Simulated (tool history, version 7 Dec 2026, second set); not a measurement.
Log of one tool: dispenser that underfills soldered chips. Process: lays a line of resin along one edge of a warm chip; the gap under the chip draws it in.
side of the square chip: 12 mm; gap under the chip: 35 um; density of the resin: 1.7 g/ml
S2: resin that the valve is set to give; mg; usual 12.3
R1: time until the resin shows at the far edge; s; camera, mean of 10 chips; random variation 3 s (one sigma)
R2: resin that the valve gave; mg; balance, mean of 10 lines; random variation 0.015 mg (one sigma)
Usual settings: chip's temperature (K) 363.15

run 1 hour=0.0 | chip's_temperature_(K)=363.15 S2=12.3 | R1=326.0 R2=12.11
run 2 hour=5.3 | chip's_temperature_(K)=363.15 S2=12.3 | R1=367.3 R2=12.12
run 3 hour=9.6 | chip's_temperature_(K)=378.15 S2=12.3 | R1=199.5 R2=12.10
-- hour=11.4 new syringe of resin
run 4 hour=14.6 | chip's_temperature_(K)=378.15 S2=12.3 | R1=156.9 R2=12.08
run 5 hour=19.1 | chip's_temperature_(K)=363.15 S2=11.2 | R1=355.9 R2=10.96
run 6 hour=24.0 | chip's_temperature_(K)=363.15 S2=11.2 | R1=405.1 R2=10.96
-- hour=27.1 new syringe of resin
run 7 hour=28.3 | chip's_temperature_(K)=363.15 S2=11.2 | R1=310.4 R2=10.93
run 8 hour=33.3 | chip's_temperature_(K)=363.15 S2=11.2 | R1=336.5 R2=10.91
-- hour=36.9 dispensing valve cleaned and set on the balance
run 9 hour=38.0 | chip's_temperature_(K)=363.15 S2=11.2 | R1=367.2 R2=11.18
run 10 hour=40.3 | chip's_temperature_(K)=364.15 S2=11.2 | R1=367.1 R2=11.15
-- hour=43.8 new syringe of resin
run 11 hour=45.0 | chip's_temperature_(K)=364.15 S2=11.2 | R1=294.0 R2=11.15
run 12 hour=49.9 | chip's_temperature_(K)=364.15 S2=11.2 | R1=323.3 R2=11.12
run 13 hour=52.6 | chip's_temperature_(K)=364.15 S2=11.2 | R1=344.1 R2=11.11
run 14 hour=57.3 | chip's_temperature_(K)=363.15 S2=10.6 | R1=408.2 R2=10.51
-- hour=59.7 new syringe of resin
run 15 hour=61.1 | chip's_temperature_(K)=363.15 S2=10.6 | R1=314.6 R2=10.50
run 16 hour=66.4 | chip's_temperature_(K)=364.15 S2=12.3 | R1=320.7 R2=12.15
run 17 hour=70.1 | chip's_temperature_(K)=363.15 S2=12.3 | R1=374.1 R2=12.14
-- hour=75.4 new syringe of resin
run 18 hour=75.5 | chip's_temperature_(K)=363.15 S2=12.3 | R1=290.3 R2=12.13
run 19 hour=80.6 | chip's_temperature_(K)=363.15 S2=12.8 | R1=317.7 R2=12.59
run 20 hour=84.8 | chip's_temperature_(K)=352.15 S2=11.7 | R1=639.5 R2=11.50
run 21 hour=89.3 | chip's_temperature_(K)=352.15 S2=11.7 | R1=689.6 R2=11.49
-- hour=91.3 new syringe of resin
run 22 hour=92.0 | chip's_temperature_(K)=350.15 S2=12.3 | R1=578.5 R2=12.08
run 23 hour=94.8 | chip's_temperature_(K)=374.15 S2=11.0 | R1=193.6 R2=10.81
run 24 hour=98.9 | chip's_temperature_(K)=374.15 S2=11.0 | R1=210.4 R2=10.78
run 25 hour=101.6 | chip's_temperature_(K)=374.15 S2=11.0 | R1=222.7 R2=10.74
run 26 hour=105.9 | chip's_temperature_(K)=353.15 S2=11.6 | R1=671.5 R2=11.33
-- hour=107.3 new syringe of resin
run 27 hour=111.4 | chip's_temperature_(K)=365.15 S2=14.7 | R1=286.9 R2=14.35
-- hour=113.4 dispensing valve cleaned and set on the balance
run 28 hour=117.1 | chip's_temperature_(K)=365.15 S2=14.7 | R1=315.2 R2=14.71
run 29 hour=120.7 | chip's_temperature_(K)=359.15 S2=13.1 | R1=465.9 R2=13.08
-- hour=124.0 new syringe of resin
run 30 hour=125.9 | chip's_temperature_(K)=363.15 S2=13.2 | R1=297.8 R2=13.19
run 31 hour=129.2 | chip's_temperature_(K)=368.15 S2=11.2 | R1=264.4 R2=11.16
run 32 hour=133.8 | chip's_temperature_(K)=375.15 S2=14.2 | R1=195.9 R2=14.13
run 33 hour=138.4 | chip's_temperature_(K)=375.15 S2=14.2 | R1=221.6 R2=14.14
-- hour=139.7 new syringe of resin
run 34 hour=142.3 | chip's_temperature_(K)=360.15 S2=10.7 | R1=365.1 R2=10.64
run 35 hour=145.9 | chip's_temperature_(K)=368.15 S2=15.4 | R1=252.2 R2=15.29

4 ways to go on from here, each from the tool as it stands after run 35. What would each give?
run A hour=149.3 | chip's_temperature_(K)=355.15 S2=11.1 | R1=? R2=?
run B hour=149.3 | chip's_temperature_(K)=352.15 S2=14.6 | R1=? R2=?
run C hour=149.3 | chip's_temperature_(K)=358.15 S2=11.3 | R1=? R2=?
run D hour=149.3 | chip's_temperature_(K)=363.15 S2=13.4 | R1=? R2=?

run=A R1=547.3 R2=11.02
run=B R1=606.6 R2=14.49
run=C R1=457.7 R2=11.19
run=D R1=352.5 R2=13.31
Without the tool's hidden state the same runs would have given:
run=A R1=464.0 R2=11.11
run=B R1=515.6 R2=14.61
run=C R1=387.8 R2=11.28
run=D R1=298.7 R2=13.42
